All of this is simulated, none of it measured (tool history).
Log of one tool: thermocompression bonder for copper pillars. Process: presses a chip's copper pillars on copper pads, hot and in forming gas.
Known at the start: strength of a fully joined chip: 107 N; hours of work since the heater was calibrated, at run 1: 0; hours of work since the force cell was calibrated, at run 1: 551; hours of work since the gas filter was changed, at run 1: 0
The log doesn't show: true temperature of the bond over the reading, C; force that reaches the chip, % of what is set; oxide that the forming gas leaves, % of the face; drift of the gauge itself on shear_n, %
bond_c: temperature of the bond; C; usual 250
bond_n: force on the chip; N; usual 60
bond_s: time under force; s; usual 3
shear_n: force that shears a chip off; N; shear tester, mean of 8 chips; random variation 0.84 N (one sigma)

run    hour  bond_c  bond_n  bond_s  hours of work since the heater was calibrated  hours of work since the force cell was calibrated  hours of work since the gas filter was changed  shear_n
  1       0     250      60       3                                              0                                                551                                               0       69
  2    74.7     250      60       3                                             42                                                593                                              42     69.7
  3   164.1     250      60       3                                             92                                                643                                              92     68.9
  4   214.8     250      60       3                                            120                                                671                                             120     68.8
  5   302.7     250      60       3                                            169                                                720                                             169     67.7
  6   366.9     250      60       2                                            205                                                756                                             205     59.1
  7   465.7     250      71       2                                            260                                                811                                             260     67.1
  8   566.4     250      71       2                                            316                                                867                                             316     65.9
  9   612.9     250      71       2                                            342                                                893                                             342     64.1
 10   697.1     250      71       2                                            389                                                940                                             389     65.6
 11   784.2     250      71       2                                            438                                                989                                             438     64.5
 12     851     250      60       6                                            475                                               1026                                             475       75
      863.1  -- forming gas filter changed
 13   909.7     262      60       3                                            507                                               1059                                              26     75.4
 14   984.6     227      45       4                                            549                                               1101                                              68     45.8
 15  1052.8     278      58       2                                            587                                               1139                                             106     71.8
 16  1135.8     279      73       2                                            634                                               1185                                             152     84.1
 17  1198.7     257      47       2                                            669                                               1220                                             187     48.6
 18  1291.5     233      47       2                                            721                                               1272                                             239     36.9
 19  1368.2     233      47       2                                            763                                               1315                                             282     37.3
 20  1425.9     250      38       3                                            796                                               1347                                             314     41.4
 21    1496     258      75       2                                            835                                               1386                                             353     73.1
 22  1553.8     263      44       2                                            867                                               1418                                             386     46.3
 23  1595.8     266      59       7                                            890                                               1442                                             409     84.5
     1655.2  -- force cell calibrated
 24  1693.9     266      59       7                                            944                                                 22                                             463     79.9
       1728  -- forming gas filter changed
 25  1775.7     266      59       7                                            990                                                 67                                              27     87.6
 26  1875.8     250      60       4                                           1046                                                123                                              83     68.8

Some steps in shear_n between neighbouring runs. How much of each would the tool show without its hidden state too (settings, what came in, random variation), and how much is left for the hidden state, with any gauge scatter that isn't in both results?
Run 12 -> 13: bond_c 250 -> 262, bond_s 6 -> 3, forming gas filter changed. shear_n +0.4 N: hidden state +7, all else -6.6.
Run 16 -> 17: bond_c 279 -> 257, bond_n 73 -> 47. shear_n -35.5 N: hidden state +0.5, all else -36.
Run 22 -> 23: bond_c 263 -> 266, bond_n 44 -> 59, bond_s 2 -> 7. shear_n +38.2 N: hidden state -3.5, all else +41.7.
Run 24 -> 25: forming gas filter changed. shear_n +7.7 N: hidden state +6.8, all else +0.9.
